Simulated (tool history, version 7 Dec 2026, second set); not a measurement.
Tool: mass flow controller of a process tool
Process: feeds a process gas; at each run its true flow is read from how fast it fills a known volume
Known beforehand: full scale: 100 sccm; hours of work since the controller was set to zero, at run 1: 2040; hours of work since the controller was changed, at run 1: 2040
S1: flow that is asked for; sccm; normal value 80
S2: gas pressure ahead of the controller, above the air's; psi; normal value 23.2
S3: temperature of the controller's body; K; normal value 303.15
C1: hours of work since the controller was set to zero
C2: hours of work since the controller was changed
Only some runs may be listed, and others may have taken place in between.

run 1 hour=0.0 | S1=80 S2=23.2 S3=303.15 | C1=2040 C2=2040 | true_flow_(%)=99.83
run 2 hour=144.6 | S1=80 S2=23.2 S3=303.15 | C1=2089 C2=2089 | true_flow_(%)=99.86
run 3 hour=257.4 | S1=80 S2=23.2 S3=303.15 | C1=2126 C2=2126 | true_flow_(%)=99.79
run 4 hour=427.4 | S1=80 S2=23.2 S3=303.15 | C1=2183 C2=2183 | true_flow_(%)=99.86
run 5 hour=621.2 | S1=80 S2=23.2 S3=303.15 | C1=2247 C2=2247 | true_flow_(%)=99.84
run 6 hour=722.6 | S1=80 S2=23.2 S3=298.15 | C1=2281 C2=2281 | true_flow_(%)=99.27
run 7 hour=893.4 | S1=80 S2=21.8 S3=298.15 | C1=2338 C2=2338 | true_flow_(%)=99.27
run 8 hour=1079.0 | S1=80 S2=21.8 S3=298.15 | C1=2400 C2=2400 | true_flow_(%)=99.30
run 9 hour=1224.3 | S1=80 S2=26.1 S3=298.15 | C1=2448 C2=2448 | true_flow_(%)=99.20
run 10 hour=1437.2 | S1=26 S2=30.2 S3=300.15 | C1=2519 C2=2519 | true_flow_(%)=96.43
run 11 hour=1585.5 | S1=26 S2=30.2 S3=300.15 | C1=2569 C2=2569 | true_flow_(%)=96.57
run 12 hour=1779.0 | S1=26 S2=30.2 S3=300.15 | C1=2633 C2=2633 | true_flow_(%)=96.50
run 13 hour=1880.3 | S1=32 S2=27.0 S3=311.15 | C1=2667 C2=2667 | true_flow_(%)=98.25
run 14 hour=1989.6 | S1=44 S2=29.3 S3=313.15 | C1=2703 C2=2703 | true_flow_(%)=99.43
run 15 hour=2096.8 | S1=19 S2=26.3 S3=302.15 | C1=2739 C2=2739 | true_flow_(%)=95.34
run 16 hour=2216.3 | S1=63 S2=23.1 S3=295.15 | C1=2779 C2=2779 | true_flow_(%)=98.36

Measured result minus the same run's result without the hidden state. Both carry the same run-to-run variation, though not necessarily the same gauge scatter:
Hidden state at play: flow at rest that the sensor doesn't see, % of full scale; true flow over the shown one, %; drift of the gauge itself on true_pct, %.
run=1 true_flow_(%)=-0.29
run=2 true_flow_(%)=-0.30
run=3 true_flow_(%)=-0.30
run=4 true_flow_(%)=-0.30
run=5 true_flow_(%)=-0.31
run=6 true_flow_(%)=-0.31
run=7 true_flow_(%)=-0.31
run=8 true_flow_(%)=-0.32
run=9 true_flow_(%)=-0.32
run=10 true_flow_(%)=-2.11
run=11 true_flow_(%)=-2.14
run=12 true_flow_(%)=-2.19
run=13 true_flow_(%)=-1.68
run=14 true_flow_(%)=-1.08
run=15 true_flow_(%)=-3.31
run=16 true_flow_(%)=-0.59
